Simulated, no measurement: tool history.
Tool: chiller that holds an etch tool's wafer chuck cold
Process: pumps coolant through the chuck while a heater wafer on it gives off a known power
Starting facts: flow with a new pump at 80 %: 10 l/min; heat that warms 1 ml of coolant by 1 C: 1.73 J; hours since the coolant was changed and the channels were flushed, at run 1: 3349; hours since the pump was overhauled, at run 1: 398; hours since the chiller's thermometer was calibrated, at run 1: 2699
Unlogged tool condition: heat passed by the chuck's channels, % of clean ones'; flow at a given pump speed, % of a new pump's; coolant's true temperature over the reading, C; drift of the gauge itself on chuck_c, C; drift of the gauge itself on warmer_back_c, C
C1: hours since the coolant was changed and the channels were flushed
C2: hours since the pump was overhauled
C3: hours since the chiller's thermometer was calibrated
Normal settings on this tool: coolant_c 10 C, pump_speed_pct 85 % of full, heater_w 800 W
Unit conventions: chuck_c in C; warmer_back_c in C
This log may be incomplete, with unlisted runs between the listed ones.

{"run": 1, "hour": 0.0, "coolant_c": 10, "pump_speed_pct": 85, "heater_w": 800, "C1": 3349, "C2": 398, "C3": 2699, "chuck_c": 16.32, "warmer_back_c": 2.58}
{"run": 2, "hour": 20.1, "coolant_c": 10, "pump_speed_pct": 87, "heater_w": 800, "C1": 3369, "C2": 418, "C3": 2719, "chuck_c": 16.15, "warmer_back_c": 2.56}
{"run": 3, "hour": 36.5, "coolant_c": 10, "pump_speed_pct": 85, "heater_w": 800, "C1": 3385, "C2": 435, "C3": 2735, "chuck_c": 16.25, "warmer_back_c": 2.63}
{"run": 4, "hour": 50.4, "coolant_c": 10, "pump_speed_pct": 85, "heater_w": 800, "C1": 3399, "C2": 448, "C3": 2749, "chuck_c": 16.33, "warmer_back_c": 2.59}
{"run": 5, "hour": 81.3, "coolant_c": 10, "pump_speed_pct": 85, "heater_w": 800, "C1": 3430, "C2": 479, "C3": 2780, "chuck_c": 16.39, "warmer_back_c": 2.62}
{"run": 6, "hour": 104.7, "coolant_c": 10, "pump_speed_pct": 85, "heater_w": 800, "C1": 3453, "C2": 503, "C3": 2803, "chuck_c": 16.26, "warmer_back_c": 2.61}
{"run": 7, "hour": 126.6, "coolant_c": 10, "pump_speed_pct": 85, "heater_w": 800, "C1": 3475, "C2": 525, "C3": 2825, "chuck_c": 16.28, "warmer_back_c": 2.62}
{"run": 8, "hour": 160.5, "coolant_c": 10, "pump_speed_pct": 85, "heater_w": 800, "C1": 3509, "C2": 559, "C3": 2859, "chuck_c": 16.43, "warmer_back_c": 2.62}
{"run": 9, "hour": 175.2, "coolant_c": 10, "pump_speed_pct": 85, "heater_w": 800, "C1": 3524, "C2": 573, "C3": 2874, "chuck_c": 16.35, "warmer_back_c": 2.62}
{"run": 10, "hour": 196.9, "coolant_c": 10, "pump_speed_pct": 85, "heater_w": 800, "C1": 3546, "C2": 595, "C3": 2896, "chuck_c": 16.47, "warmer_back_c": 2.61}
{"run": 11, "hour": 220.8, "coolant_c": 10, "pump_speed_pct": 85, "heater_w": 800, "C1": 3569, "C2": 619, "C3": 2919, "chuck_c": 16.42, "warmer_back_c": 2.63}
{"run": 12, "hour": 238.5, "coolant_c": 10, "pump_speed_pct": 85, "heater_w": 800, "C1": 3587, "C2": 637, "C3": 2937, "chuck_c": 16.39, "warmer_back_c": 2.67}
{"run": 13, "hour": 261.0, "coolant_c": 10, "pump_speed_pct": 61, "heater_w": 471, "C1": 3610, "C2": 659, "C3": 2960, "chuck_c": 14.71, "warmer_back_c": 2.2}
{"run": 14, "hour": 275.0, "coolant_c": 10, "pump_speed_pct": 79, "heater_w": 442, "C1": 3624, "C2": 673, "C3": 2974, "chuck_c": 13.53, "warmer_back_c": 1.54}
{"run": 15, "hour": 295.2, "coolant_c": 4, "pump_speed_pct": 75, "heater_w": 666, "C1": 3644, "C2": 693, "C3": 2994, "chuck_c": 9.76, "warmer_back_c": 2.55}
{"run": 16, "hour": 322.6, "coolant_c": 4, "pump_speed_pct": 75, "heater_w": 666, "C1": 3671, "C2": 721, "C3": 3021, "chuck_c": 9.76, "warmer_back_c": 2.51}
{"run": 17, "hour": 336.5, "coolant_c": 18, "pump_speed_pct": 85, "heater_w": 800, "C1": 3685, "C2": 735, "C3": 3035, "chuck_c": 24.33, "warmer_back_c": 2.59}
{"run": 18, "hour": 360.1, "coolant_c": 19, "pump_speed_pct": 71, "heater_w": 493, "C1": 3709, "C2": 758, "C3": 3059, "chuck_c": 23.4, "warmer_back_c": 1.96}
{"run": 19, "hour": 381.3, "coolant_c": 3, "pump_speed_pct": 87, "heater_w": 611, "C1": 3730, "C2": 779, "C3": 3080, "chuck_c": 7.67, "warmer_back_c": 2}
{"run": 20, "hour": 400.0, "coolant_c": 9, "pump_speed_pct": 69, "heater_w": 869, "C1": 3749, "C2": 798, "C3": 3099, "chuck_c": 17.14, "warmer_back_c": 3.63}
{"run": 21, "hour": 427.5, "coolant_c": 19, "pump_speed_pct": 67, "heater_w": 711, "C1": 3776, "C2": 826, "C3": 3126, "chuck_c": 25.91, "warmer_back_c": 3.09}

Below are 4 alternative next runs, each starting from the tool's condition after run 21. Predict each:
{"run": "A", "hour": 459.9, "coolant_c": 10, "pump_speed_pct": 85, "heater_w": 961, "C1": 3808, "C2": 858, "C3": 3159, "chuck_c": "?", "warmer_back_c": "?"}
{"run": "B", "hour": 459.9, "coolant_c": 10, "pump_speed_pct": 85, "heater_w": 850, "C1": 3808, "C2": 858, "C3": 3159, "chuck_c": "?", "warmer_back_c": "?"}
{"run": "C", "hour": 459.9, "coolant_c": 8, "pump_speed_pct": 97, "heater_w": 711, "C1": 3808, "C2": 858, "C3": 3159, "chuck_c": "?", "warmer_back_c": "?"}
{"run": "D", "hour": 459.9, "coolant_c": 10, "pump_speed_pct": 65, "heater_w": 800, "C1": 3808, "C2": 858, "C3": 3159, "chuck_c": "?", "warmer_back_c": "?"}

run=A chuck_c=17.73 warmer_back_c=3.22
run=B chuck_c=16.91 warmer_back_c=2.84
run=C chuck_c=13.01 warmer_back_c=2.03
run=D chuck_c=17.93 warmer_back_c=3.56
Take away the tool's hidden state, keep each run's random variation, and the runs would have read:
run=A chuck_c=17.33 warmer_back_c=3.16
run=B chuck_c=16.6 warmer_back_c=2.78
run=C chuck_c=12.85 warmer_back_c=1.99
run=D chuck_c=17.54 warmer_back_c=3.49
